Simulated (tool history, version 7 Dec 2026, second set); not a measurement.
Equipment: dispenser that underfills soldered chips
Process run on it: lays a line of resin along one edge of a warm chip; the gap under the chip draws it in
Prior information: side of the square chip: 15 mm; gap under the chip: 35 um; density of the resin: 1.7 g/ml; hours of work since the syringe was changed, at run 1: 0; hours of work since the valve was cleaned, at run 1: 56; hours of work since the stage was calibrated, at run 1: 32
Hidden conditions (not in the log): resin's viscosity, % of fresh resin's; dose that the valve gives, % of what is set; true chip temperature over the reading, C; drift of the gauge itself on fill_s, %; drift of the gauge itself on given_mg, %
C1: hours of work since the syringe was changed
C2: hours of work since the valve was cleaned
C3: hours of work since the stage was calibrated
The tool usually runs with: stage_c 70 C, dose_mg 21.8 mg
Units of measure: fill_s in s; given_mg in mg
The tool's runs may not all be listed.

run 1 hour=0.0 | stage_c=70 dose_mg=21.8 | C1=0 C2=56 C3=32 | fill_s=464.8 given_mg=20.77
run 2 hour=2.5 | stage_c=70 dose_mg=21.8 | C1=2 C2=58 C3=33 | fill_s=497.1 given_mg=20.43
run 3 hour=4.6 | stage_c=70 dose_mg=21.8 | C1=3 C2=59 C3=35 | fill_s=528.7 given_mg=20.47
run 4 hour=8.1 | stage_c=70 dose_mg=21.8 | C1=6 C2=61 C3=37 | fill_s=582.0 given_mg=20.44
run 5 hour=12.7 | stage_c=70 dose_mg=21.8 | C1=8 C2=64 C3=40 | fill_s=666.5 given_mg=20.24
-- hour=15.7 new syringe of resin
run 6 hour=17.3 | stage_c=70 dose_mg=18.9 | C1=1 C2=67 C3=42 | fill_s=497.4 given_mg=17.52
run 7 hour=19.8 | stage_c=70 dose_mg=18.9 | C1=3 C2=68 C3=44 | fill_s=531.5 given_mg=17.66
run 8 hour=23.8 | stage_c=70 dose_mg=18.9 | C1=5 C2=71 C3=46 | fill_s=595.9 given_mg=17.58
-- hour=28.2 dispensing valve cleaned and set on the balance
run 9 hour=29.2 | stage_c=70 dose_mg=27.3 | C1=8 C2=1 C3=49 | fill_s=622.9 given_mg=27.12
run 10 hour=31.5 | stage_c=70 dose_mg=27.3 | C1=9 C2=2 C3=51 | fill_s=672.1 given_mg=27.03
-- hour=33.1 new syringe of resin
run 11 hour=36.1 | stage_c=70 dose_mg=27.3 | C1=2 C2=5 C3=53 | fill_s=489.7 given_mg=27.07
run 12 hour=40.2 | stage_c=70 dose_mg=21.8 | C1=4 C2=7 C3=56 | fill_s=558.0 given_mg=21.64
run 13 hour=43.1 | stage_c=82 dose_mg=21.8 | C1=6 C2=9 C3=58 | fill_s=324.6 given_mg=21.64
run 14 hour=46.0 | stage_c=82 dose_mg=21.8 | C1=8 C2=11 C3=59 | fill_s=353.2 given_mg=21.38
-- hour=49.4 new syringe of resin
run 15 hour=50.9 | stage_c=82 dose_mg=21.8 | C1=1 C2=14 C3=62 | fill_s=256.8 given_mg=21.50
run 16 hour=55.1 | stage_c=82 dose_mg=21.8 | C1=4 C2=16 C3=65 | fill_s=289.1 given_mg=21.46
run 17 hour=58.7 | stage_c=82 dose_mg=21.8 | C1=6 C2=19 C3=67 | fill_s=321.0 given_mg=21.28
run 18 hour=60.9 | stage_c=82 dose_mg=21.8 | C1=7 C2=20 C3=69 | fill_s=334.7 given_mg=21.32
run 19 hour=65.1 | stage_c=68 dose_mg=24.0 | C1=10 C2=23 C3=71 | fill_s=774.4 given_mg=23.55
-- hour=65.9 new syringe of resin
run 20 hour=68.2 | stage_c=68 dose_mg=20.7 | C1=1 C2=24 C3=73 | fill_s=546.5 given_mg=20.11
run 21 hour=72.7 | stage_c=68 dose_mg=20.7 | C1=4 C2=27 C3=76 | fill_s=621.2 given_mg=20.00
run 22 hour=76.2 | stage_c=62 dose_mg=25.4 | C1=6 C2=29 C3=78 | fill_s=934.8 given_mg=24.46
run 23 hour=80.4 | stage_c=61 dose_mg=21.5 | C1=9 C2=32 C3=81 | fill_s=1116.6 given_mg=20.78
-- hour=82.2 new syringe of resin
run 24 hour=83.3 | stage_c=56 dose_mg=21.8 | C1=1 C2=34 C3=82 | fill_s=1055.0 given_mg=21.10
run 25 hour=88.0 | stage_c=58 dose_mg=22.6 | C1=4 C2=37 C3=85 | fill_s=1042.4 given_mg=21.68
run 26 hour=91.4 | stage_c=75 dose_mg=25.9 | C1=6 C2=39 C3=87 | fill_s=455.4 given_mg=24.71
run 27 hour=95.3 | stage_c=75 dose_mg=25.9 | C1=8 C2=41 C3=90 | fill_s=509.6 given_mg=24.92
-- hour=98.7 new syringe of resin
run 28 hour=100.1 | stage_c=75 dose_mg=25.9 | C1=1 C2=44 C3=92 | fill_s=365.8 given_mg=24.59
run 29 hour=102.3 | stage_c=68 dose_mg=20.4 | C1=2 C2=45 C3=94 | fill_s=580.9 given_mg=19.43
run 30 hour=105.3 | stage_c=68 dose_mg=25.1 | C1=4 C2=47 C3=96 | fill_s=608.0 given_mg=23.91
run 31 hour=109.2 | stage_c=74 dose_mg=22.9 | C1=7 C2=50 C3=98 | fill_s=491.7 given_mg=21.70
run 32 hour=111.4 | stage_c=78 dose_mg=22.7 | C1=8 C2=51 C3=99 | fill_s=434.6 given_mg=21.64
-- hour=115.1 new syringe of resin
run 33 hour=115.1 | stage_c=76 dose_mg=27.8 | C1=0 C2=53 C3=102 | fill_s=334.1 given_mg=26.45
run 34 hour=119.8 | stage_c=60 dose_mg=21.8 | C1=3 C2=56 C3=105 | fill_s=902.5 given_mg=20.32
run 35 hour=123.8 | stage_c=60 dose_mg=21.8 | C1=5 C2=59 C3=107 | fill_s=1029.3 given_mg=20.56
run 36 hour=126.9 | stage_c=60 dose_mg=21.8 | C1=7 C2=60 C3=109 | fill_s=1106.9 given_mg=20.51

Branching from run 36: 3 alternative next runs. What would each branch give?
-- hour=131.4 new syringe of resin
run A hour=131.7 | stage_c=61 dose_mg=19.8 | C1=0 C2=63 C3=112 | fill_s=? given_mg=?
-- hour=131.4 new syringe of resin
run B hour=131.7 | stage_c=61 dose_mg=25.3 | C1=0 C2=63 C3=112 | fill_s=? given_mg=?
-- hour=131.4 new syringe of resin
run C hour=131.7 | stage_c=56 dose_mg=28.2 | C1=0 C2=63 C3=112 | fill_s=? given_mg=?

run=A fill_s=778.6 given_mg=18.56
run=B fill_s=748.1 given_mg=23.67
run=C fill_s=976.1 given_mg=26.25
The same runs, with their run-to-run variation unchanged, on a tool lacking any hidden condition would have given:
run=A fill_s=761.0 given_mg=19.85
run=B fill_s=738.3 given_mg=25.31
run=C fill_s=965.0 given_mg=28.07
